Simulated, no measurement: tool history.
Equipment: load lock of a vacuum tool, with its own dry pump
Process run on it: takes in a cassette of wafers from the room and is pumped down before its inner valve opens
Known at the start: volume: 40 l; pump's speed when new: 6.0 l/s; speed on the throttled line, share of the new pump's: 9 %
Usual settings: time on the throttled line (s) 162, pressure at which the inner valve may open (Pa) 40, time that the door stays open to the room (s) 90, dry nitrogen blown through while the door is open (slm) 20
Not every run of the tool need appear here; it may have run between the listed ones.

run    hour  time on the throttled line (s)  pressure at which the inner valve may open (Pa)  time that the door stays open to the room (s)  dry nitrogen blown through while the door is open (slm)  incoming humidity of the room's air, %  time from the closed door until the inner valve may open (s)  rise of the pressure with all valves shut (Pa/min)
  1       0                             162                                               40                                             90                                                       20                                    47.8                                                         204.3                                                0.16
  2    99.6                             162                                               40                                             90                                                       20                                    45.4                                                         204.4                                               0.156
  3   196.9                             162                                               40                                             90                                                       20                                    46.8                                                         204.4                                               0.159
  4   339.7                             162                                               40                                             90                                                       20                                    46.6                                                         204.7                                               0.162
  5   423.5                             162                                               40                                             90                                                       20                                    46.1                                                         203.8                                               0.164
  6   515.9                             162                                               40                                             90                                                        5                                      43                                                           205                                               0.187
  7     624                             192                                               40                                             90                                                       20                                    43.9                                                         231.8                                               0.174
  8     810                             192                                               40                                             90                                                       20                                      46                                                         231.6                                               0.182
      976.9  -- dry pump taken out, an overhauled one fitted
  9   991.4                             192                                               40                                             90                                                       20                                    46.7                                                         227.4                                               0.188
 10  1103.5                             192                                               40                                             90                                                       20                                    41.5                                                         227.5                                                0.18
 11  1221.8                             192                                               40                                             90                                                       20                                    45.8                                                         227.6                                               0.189
 12  1389.7                              99                                               40                                             90                                                       20                                    41.8                                                         143.2                                                 0.2
 13  1529.5                             107                                               40                                             90                                                        6                                      41                                                         150.6                                                0.21
 14  1708.6                             233                                               39                                             32                                                        6                                    46.6                                                         265.6                                               0.206
 15  1794.9                             233                                               52                                             32                                                        6                                    42.3                                                         263.4                                               0.212
 16  1917.5                             233                                               52                                            131                                                        6                                    44.8                                                         263.8                                                0.24
 17  2081.4                             280                                               29                                             90                                                       20                                    46.3                                                         309.7                                               0.224
 18  2272.5                             280                                               40                                             73                                                       11                                    43.6                                                           308                                               0.233
 19    2446                             166                                               46                                             90                                                       20                                    43.6                                                         203.3                                               0.229

Results for each run, recomputed without the tool's hidden state and with each run's random variation untouched:
The tool's hidden condition here consists of: pump's speed, % of a new pump's; leak at the door's seal, Pa l/s; drift of the gauge itself on ready_s, %; drift of the gauge itself on rise_pa_min, %.
run  time from the closed door until the inner valve may open (s)  rise of the pressure with all valves shut (Pa/min)
  1                                                         200.1                                               0.036
  2                                                         200.2                                               0.028
  3                                                         200.1                                               0.029
  4                                                         200.4                                               0.031
  5                                                         199.4                                               0.027
  6                                                         200.4                                               0.047
  7                                                         227.5                                                0.03
  8                                                         227.2                                                0.03
  9                                                         227.3                                               0.031
 10                                                         227.4                                               0.023
 11                                                         227.4                                               0.026
 12                                                           143                                                0.03
 13                                                         150.3                                               0.039
 14                                                         265.3                                               0.026
 15                                                         263.1                                               0.028
 16                                                         263.4                                               0.054
 17                                                         309.4                                               0.032
 18                                                         307.6                                               0.036
 19                                                         202.7                                               0.024
